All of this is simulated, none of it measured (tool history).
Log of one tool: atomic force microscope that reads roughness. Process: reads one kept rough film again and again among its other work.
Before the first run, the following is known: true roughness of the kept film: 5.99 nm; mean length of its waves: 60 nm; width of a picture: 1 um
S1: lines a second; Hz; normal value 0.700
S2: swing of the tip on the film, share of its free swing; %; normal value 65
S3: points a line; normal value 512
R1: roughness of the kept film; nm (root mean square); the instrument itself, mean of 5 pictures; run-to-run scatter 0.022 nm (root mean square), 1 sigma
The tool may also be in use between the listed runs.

run   hour     S1  S2   S3     R1
  1    0.0  0.700  65  512  5.121
  2    9.6  0.700  65  512  5.071
  3   16.8  0.700  65  512  5.058
  4   21.1  3.846  65  512  4.357
      23.4  -- new tip fitted
  5   30.2  3.846  65  512  4.765
  6   38.0  3.846  65  512  4.751
  7   43.6  3.846  65  512  4.718
  8   48.0  3.846  65  512  4.688
  9   55.2  3.846  65  512  4.659
 10   59.9  0.700  88  864  4.953
 11   69.5  0.700  88  864  4.864
 12   77.2  0.874  60  701  5.282
 13   86.2  0.874  60  701  5.172
 14   95.4  0.874  60  701  5.140
 15  105.4  0.874  60  701  5.090
 16  114.9  1.123  60  954  5.029
 17  121.0  1.123  60  954  5.008

Forecast each of these 5 alternatives for the next run:
     123.4  -- new tip fitted
  A  128.1  2.007  85  266   ?
     123.4  -- new tip fitted
  B  128.1  1.123  82  954   ?
     123.4  -- new tip fitted
  C  128.1  1.089  66  512   ?
     123.4  -- new tip fitted
  D  128.1  0.700  65  284   ?
     123.4  -- new tip fitted
  E  128.1  1.779  60  317   ?

run     R1
  A  4.408
  B  4.994
  C  5.408
  D  5.442
  E  5.331
Had the tool no hidden state, the same runs would have come out as:
run     R1
  A  4.437
  B  5.027
  C  5.443
  D  5.478
  E  5.366

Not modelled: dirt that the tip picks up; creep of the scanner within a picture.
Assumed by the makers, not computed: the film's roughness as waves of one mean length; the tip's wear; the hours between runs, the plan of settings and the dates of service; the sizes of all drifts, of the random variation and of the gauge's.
